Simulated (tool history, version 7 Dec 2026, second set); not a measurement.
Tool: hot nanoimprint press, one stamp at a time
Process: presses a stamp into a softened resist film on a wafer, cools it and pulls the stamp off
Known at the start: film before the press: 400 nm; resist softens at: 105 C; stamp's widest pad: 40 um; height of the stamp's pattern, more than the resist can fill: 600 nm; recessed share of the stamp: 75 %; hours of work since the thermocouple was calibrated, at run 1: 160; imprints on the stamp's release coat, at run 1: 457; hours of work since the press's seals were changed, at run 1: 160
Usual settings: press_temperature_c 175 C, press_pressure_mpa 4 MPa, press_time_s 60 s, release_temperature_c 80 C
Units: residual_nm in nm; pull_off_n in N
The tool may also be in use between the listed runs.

run,day,press_temperature_c,press_pressure_mpa,press_time_s,release_temperature_c,hours of work since the thermocouple was calibrated,imprints on the stamp's release coat,hours of work since the press's seals were changed,residual_nm,pull_off_n
1,0,175,4,60,80,160,457,160,235.3,119
# day 1.742: stamp cleaned and given a new release coat
2,2.321,175,4,60,80,188,44,188,233.7,107
3,3.392,175,4,60,80,203,125,203,235.3,109
4,5.554,175,4,60,80,233,290,233,238.6,115
5,7.975,175,4,60,80,266,474,266,236.4,121
# day 9.558: stamp cleaned and given a new release coat
6,10.312,175,6.32,116,80,295,57,295,154.3,108
7,11.588,175,6.32,116,80,312,155,312,152.4,108

Forecast run 8:
8,14.004,175,3.7,60,71,346,339,346,?,?

residual_nm: 248.4 nm
pull_off_n: 134 N
Without the tool's hidden state the same run would have given residual_nm 238.9 nm, pull_off_n 120 N.

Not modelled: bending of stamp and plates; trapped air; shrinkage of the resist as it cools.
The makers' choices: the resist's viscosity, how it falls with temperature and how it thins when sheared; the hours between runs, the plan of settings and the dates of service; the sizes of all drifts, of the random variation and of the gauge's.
